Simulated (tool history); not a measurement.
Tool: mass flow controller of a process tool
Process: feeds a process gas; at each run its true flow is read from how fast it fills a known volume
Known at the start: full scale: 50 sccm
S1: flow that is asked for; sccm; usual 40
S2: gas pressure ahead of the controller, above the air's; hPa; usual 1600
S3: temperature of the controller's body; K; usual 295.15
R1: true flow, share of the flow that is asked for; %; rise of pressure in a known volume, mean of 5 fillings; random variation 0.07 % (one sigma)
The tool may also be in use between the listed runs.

run    hour  S1    S2      S3     R1
  1     0.0  40  1600  295.15  97.43
  2   101.2  40  1600  295.15  97.52
  3   203.3  40  1600  296.15  97.31
  4   263.8  40  1600  296.15  97.24
  5   337.2  40  1600  295.15  97.38
  6   433.6  40  1600  295.15  97.29
  7   528.2  40  1600  295.15  97.37
  8   619.1  40  1600  295.15  97.31
  9   727.2  40  2420  295.15  97.45
 10   810.9  40  2420  295.15  97.31
 11   872.4  40  1600  295.15  97.21
 12  1004.5  40  1600  295.15  97.24
 13  1129.9  40  1600  295.15  97.17
 14  1230.2  40  1600  295.15  97.21
 15  1324.5  40  1460  295.15  97.07
 16  1444.3  40  1460  295.15  97.08
 17  1557.4  40  1600  295.15  97.07
 18  1617.7  40  1600  306.15  96.50
 19  1693.0  40  1600  306.15  96.54
 20  1784.4  40  1600  295.15  97.04
 21  1909.7  40  1600  295.15  96.96
 22  2013.8  40  1600  295.15  96.92
 23  2079.9  18  1600  295.15  95.87
 24  2186.2  18  1600  295.15  95.84
 25  2243.7  20  1980  295.15  96.10
 26  2357.6  40  2260  295.15  97.08
 27  2488.9  40  1600  295.15  96.84
 28  2573.3  15  1600  303.15  95.42
 29  2634.6  42  1960  295.15  97.06
 30  2729.7   5  2570  303.15  97.26
 31  2826.2   5  2570  303.15  97.37
 32  2964.0  34  1600  295.15  96.52
 33  3075.6   6  1480  295.15  96.93
 34  3166.0  24  2630  296.15  96.03
     3196.3  -- controller exchanged for a calibrated one
 35  3275.1  39  2630  301.15  99.32
 36  3407.9   9  2630  296.15  97.69
 37  3500.3   9  2070  303.15  97.10
 38  3611.8  17  1840  298.15  97.88
 39  3702.7  17  1840  298.15  97.72
 40  3784.0  17  2300  309.15  97.27
 41  3878.5   8  2300  310.15  96.66
 42  3938.4   6  2300  310.15  96.60
 43  4003.3  27  1930  295.15  98.60
 44  4067.1  27  1930  295.15  98.63
 45  4125.2  27  1930  295.15  98.55

Run 46 comes next. What will it give?
 46  4204.2  33  2720  313.15   ?

Run 46 gave R1 98.18 %.
Without the tool's hidden state the same run would have given R1 98.22 %.
